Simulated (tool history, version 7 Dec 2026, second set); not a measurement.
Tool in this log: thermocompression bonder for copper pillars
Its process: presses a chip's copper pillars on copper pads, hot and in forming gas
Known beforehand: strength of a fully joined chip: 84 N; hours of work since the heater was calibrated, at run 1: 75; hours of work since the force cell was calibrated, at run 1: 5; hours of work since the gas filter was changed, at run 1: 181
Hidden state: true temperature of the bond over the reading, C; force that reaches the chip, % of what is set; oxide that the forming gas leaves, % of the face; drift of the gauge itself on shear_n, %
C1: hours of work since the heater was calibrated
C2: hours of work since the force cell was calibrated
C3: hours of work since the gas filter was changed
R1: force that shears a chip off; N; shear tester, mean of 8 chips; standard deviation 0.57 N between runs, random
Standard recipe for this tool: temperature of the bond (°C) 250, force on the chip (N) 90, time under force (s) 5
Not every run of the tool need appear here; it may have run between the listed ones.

Run 1, hour 0: usual settings; C1 75; C2 5; C3 181. Result: R1 40.3 N.
Run 2, hour 8: usual settings but temperature of the bond (°C) 245; C1 81; C2 11; C3 187. Result: R1 37.2 N.
Run 3, hour 16: usual settings but temperature of the bond (°C) 245; C1 86; C2 17; C3 193. Result: R1 37.1 N.
Run 4, hour 29.7: usual settings but temperature of the bond (°C) 245; C1 97; C2 27; C3 203. Result: R1 37.1 N.
Run 5, hour 36.3: usual settings but temperature of the bond (°C) 245; C1 101; C2 32; C3 208. Result: R1 36.9 N.
Run 6, hour 47.7: usual settings but temperature of the bond (°C) 245; C1 110; C2 40; C3 216. Result: R1 37.3 N.
Run 7, hour 55: usual settings; C1 115; C2 46; C3 222. Result: R1 39.1 N.
Run 8, hour 66.1: usual settings; C1 124; C2 54; C3 230. Result: R1 39.2 N.
Run 9, hour 79.1: usual settings; C1 133; C2 64; C3 239. Result: R1 39.8 N.
Run 10, hour 87.7: usual settings; C1 139; C2 70; C3 246. Result: R1 39.5 N.
At hour 90.4: heater calibrated with a thermocouple chip.
Run 11, hour 95.6: usual settings; C1 4; C2 74; C3 250. Result: R1 40.2 N.
Run 12, hour 104.1: usual settings; C1 10; C2 81; C3 256. Result: R1 38.8 N.
Run 13, hour 110.7: usual settings but force on the chip (N) 76; C1 15; C2 86; C3 261. Result: R1 34 N.
Run 14, hour 117.6: usual settings but force on the chip (N) 76; C1 20; C2 91; C3 266. Result: R1 33.3 N.
Run 15, hour 126: usual settings but force on the chip (N) 76; C1 26; C2 97; C3 273. Result: R1 32.8 N.
Run 16, hour 138: usual settings but force on the chip (N) 76; C1 35; C2 106; C3 282. Result: R1 32.7 N.
Run 17, hour 143.8: usual settings but temperature of the bond (°C) 267, force on the chip (N) 77, time under force (s) 6; C1 39; C2 110; C3 286. Result: R1 46 N.
Run 18, hour 154.2: usual settings but temperature of the bond (°C) 273, force on the chip (N) 88; C1 47; C2 118; C3 294. Result: R1 52.2 N.
At hour 162: heater calibrated with a thermocouple chip, once more.
Run 19, hour 163.9: usual settings but force on the chip (N) 132, time under force (s) 4; C1 1; C2 123; C3 299. Result: R1 50 N.
Run 20, hour 171.7: usual settings but temperature of the bond (°C) 224, force on the chip (N) 132, time under force (s) 14; C1 7; C2 129; C3 305. Result: R1 52 N.
Run 21, hour 180.2: usual settings but temperature of the bond (°C) 231, force on the chip (N) 101, time under force (s) 13; C1 13; C2 135; C3 311. Result: R1 44.7 N.
Run 22, hour 192.5: usual settings but temperature of the bond (°C) 223; C1 23; C2 144; C3 320. Result: R1 24.5 N.
Run 23, hour 201.5: usual settings but temperature of the bond (°C) 254, force on the chip (N) 108; C1 29; C2 151; C3 327. Result: R1 48.9 N.

Alternative continuations, all from the tool just after run 23; predict every row:
At hour 208.4: forming gas filter changed.
Run A, hour 214.8: usual settings but temperature of the bond (°C) 248, time under force (s) 14; C1 39; C2 161; C3 5. Result: R1 ?.
At hour 208.4: forming gas filter changed.
Run B, hour 214.8: usual settings but temperature of the bond (°C) 232, force on the chip (N) 73, time under force (s) 3; C1 39; C2 161; C3 5. Result: R1 ?.
At hour 208.4: forming gas filter changed.
Run C, hour 214.8: usual settings but time under force (s) 9; C1 39; C2 161; C3 5. Result: R1 ?.
At hour 208.4: forming gas filter changed.
Run D, hour 214.8: usual settings but temperature of the bond (°C) 254, force on the chip (N) 104; C1 39; C2 161; C3 5. Result: R1 ?.
At hour 208.4: forming gas filter changed.
Run E, hour 214.8: usual settings but temperature of the bond (°C) 254, force on the chip (N) 108, time under force (s) 3; C1 39; C2 161; C3 5. Result: R1 ?.

run    R1
  A    56
  B  20.1
  C    50
  D  48.5
  E  44.4
The same runs, with their run-to-run variation unchanged, on a tool lacking any hidden condition would have given:
run    R1
  A  55.3
  B  19.7
  C  49.2
  D  47.8
  E  43.7
